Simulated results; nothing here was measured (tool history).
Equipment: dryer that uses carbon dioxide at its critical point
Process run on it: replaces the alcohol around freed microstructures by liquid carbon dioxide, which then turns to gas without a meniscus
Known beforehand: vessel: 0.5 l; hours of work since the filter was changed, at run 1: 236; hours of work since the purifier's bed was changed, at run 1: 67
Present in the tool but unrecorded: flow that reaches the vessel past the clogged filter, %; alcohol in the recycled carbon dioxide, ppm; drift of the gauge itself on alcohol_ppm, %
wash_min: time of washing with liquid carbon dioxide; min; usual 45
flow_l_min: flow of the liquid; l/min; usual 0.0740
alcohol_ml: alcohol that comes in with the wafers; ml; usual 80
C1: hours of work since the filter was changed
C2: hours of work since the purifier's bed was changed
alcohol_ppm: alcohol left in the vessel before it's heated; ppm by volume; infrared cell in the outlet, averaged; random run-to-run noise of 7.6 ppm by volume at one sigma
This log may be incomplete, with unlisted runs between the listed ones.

{"run": 1, "hour": 0.0, "wash_min": 45, "flow_l_min": 0.074, "alcohol_ml": 80, "C1": 236, "C2": 67, "alcohol_ppm": 911}
{"run": 2, "hour": 8.6, "wash_min": 45, "flow_l_min": 0.074, "alcohol_ml": 80, "C1": 240, "C2": 71, "alcohol_ppm": 940}
{"hour": 10.1, "done": "inlet filter changed"}
{"run": 3, "hour": 15.5, "wash_min": 45, "flow_l_min": 0.074, "alcohol_ml": 80, "C1": 2, "C2": 73, "alcohol_ppm": 400}
{"run": 4, "hour": 21.3, "wash_min": 45, "flow_l_min": 0.074, "alcohol_ml": 80, "C1": 5, "C2": 76, "alcohol_ppm": 407}
{"run": 5, "hour": 26.1, "wash_min": 45, "flow_l_min": 0.074, "alcohol_ml": 80, "C1": 7, "C2": 78, "alcohol_ppm": 407}
{"run": 6, "hour": 37.5, "wash_min": 45, "flow_l_min": 0.074, "alcohol_ml": 80, "C1": 13, "C2": 83, "alcohol_ppm": 396}
{"run": 7, "hour": 43.8, "wash_min": 45, "flow_l_min": 0.0519, "alcohol_ml": 80, "C1": 16, "C2": 86, "alcohol_ppm": 2451}
{"run": 8, "hour": 51.4, "wash_min": 45, "flow_l_min": 0.0519, "alcohol_ml": 80, "C1": 19, "C2": 90, "alcohol_ppm": 2343}
{"run": 9, "hour": 61.9, "wash_min": 45, "flow_l_min": 0.0519, "alcohol_ml": 80, "C1": 24, "C2": 95, "alcohol_ppm": 2487}
{"run": 10, "hour": 66.7, "wash_min": 45, "flow_l_min": 0.074, "alcohol_ml": 80, "C1": 26, "C2": 97, "alcohol_ppm": 433}
{"run": 11, "hour": 76.7, "wash_min": 45, "flow_l_min": 0.074, "alcohol_ml": 80, "C1": 31, "C2": 101, "alcohol_ppm": 440}
{"run": 12, "hour": 87.0, "wash_min": 45, "flow_l_min": 0.0501, "alcohol_ml": 80, "C1": 35, "C2": 106, "alcohol_ppm": 2852}
{"run": 13, "hour": 97.0, "wash_min": 45, "flow_l_min": 0.0501, "alcohol_ml": 80, "C1": 40, "C2": 111, "alcohol_ppm": 2960}
{"run": 14, "hour": 104.5, "wash_min": 38, "flow_l_min": 0.074, "alcohol_ml": 80, "C1": 43, "C2": 114, "alcohol_ppm": 1151}
{"run": 15, "hour": 112.0, "wash_min": 38, "flow_l_min": 0.074, "alcohol_ml": 80, "C1": 47, "C2": 118, "alcohol_ppm": 1114}
{"run": 16, "hour": 119.3, "wash_min": 44, "flow_l_min": 0.074, "alcohol_ml": 80, "C1": 50, "C2": 121, "alcohol_ppm": 538}
{"run": 17, "hour": 130.6, "wash_min": 44, "flow_l_min": 0.074, "alcohol_ml": 80, "C1": 55, "C2": 126, "alcohol_ppm": 544}
{"run": 18, "hour": 139.2, "wash_min": 44, "flow_l_min": 0.074, "alcohol_ml": 80, "C1": 59, "C2": 130, "alcohol_ppm": 544}
{"run": 19, "hour": 145.3, "wash_min": 30, "flow_l_min": 0.087, "alcohol_ml": 80, "C1": 62, "C2": 133, "alcohol_ppm": 1721}
{"run": 20, "hour": 156.4, "wash_min": 30, "flow_l_min": 0.087, "alcohol_ml": 56, "C1": 67, "C2": 138, "alcohol_ppm": 1231}
{"run": 21, "hour": 164.7, "wash_min": 30, "flow_l_min": 0.087, "alcohol_ml": 51, "C1": 71, "C2": 142, "alcohol_ppm": 1148}
{"run": 22, "hour": 172.7, "wash_min": 30, "flow_l_min": 0.087, "alcohol_ml": 51, "C1": 75, "C2": 146, "alcohol_ppm": 1186}
{"run": 23, "hour": 182.2, "wash_min": 34, "flow_l_min": 0.1014, "alcohol_ml": 24, "C1": 79, "C2": 150, "alcohol_ppm": 164}
{"run": 24, "hour": 189.9, "wash_min": 68, "flow_l_min": 0.074, "alcohol_ml": 26, "C1": 83, "C2": 153, "alcohol_ppm": 38}
{"run": 25, "hour": 199.2, "wash_min": 29, "flow_l_min": 0.0844, "alcohol_ml": 21, "C1": 87, "C2": 158, "alcohol_ppm": 677}

Below are 4 alternative next runs, each starting from the tool's condition after run 25. Predict each:
{"run": "A", "hour": 207.3, "wash_min": 54, "flow_l_min": 0.1078, "alcohol_ml": 28, "C1": 91, "C2": 161, "alcohol_ppm": "?"}
{"run": "B", "hour": 207.3, "wash_min": 45, "flow_l_min": 0.074, "alcohol_ml": 26, "C1": 91, "C2": 161, "alcohol_ppm": "?"}
{"run": "C", "hour": 207.3, "wash_min": 45, "flow_l_min": 0.1009, "alcohol_ml": 80, "C1": 91, "C2": 161, "alcohol_ppm": "?"}
{"run": "D", "hour": 207.3, "wash_min": 30, "flow_l_min": 0.1046, "alcohol_ml": 107, "C1": 91, "C2": 161, "alcohol_ppm": "?"}

run=A alcohol_ppm=37
run=B alcohol_ppm=199
run=C alcohol_ppm=92
run=D alcohol_ppm=1025
The same runs, with their run-to-run variation unchanged, on a tool lacking any hidden condition would have given:
run=A alcohol_ppm=13
run=B alcohol_ppm=128
run=C alcohol_ppm=45
run=D alcohol_ppm=737
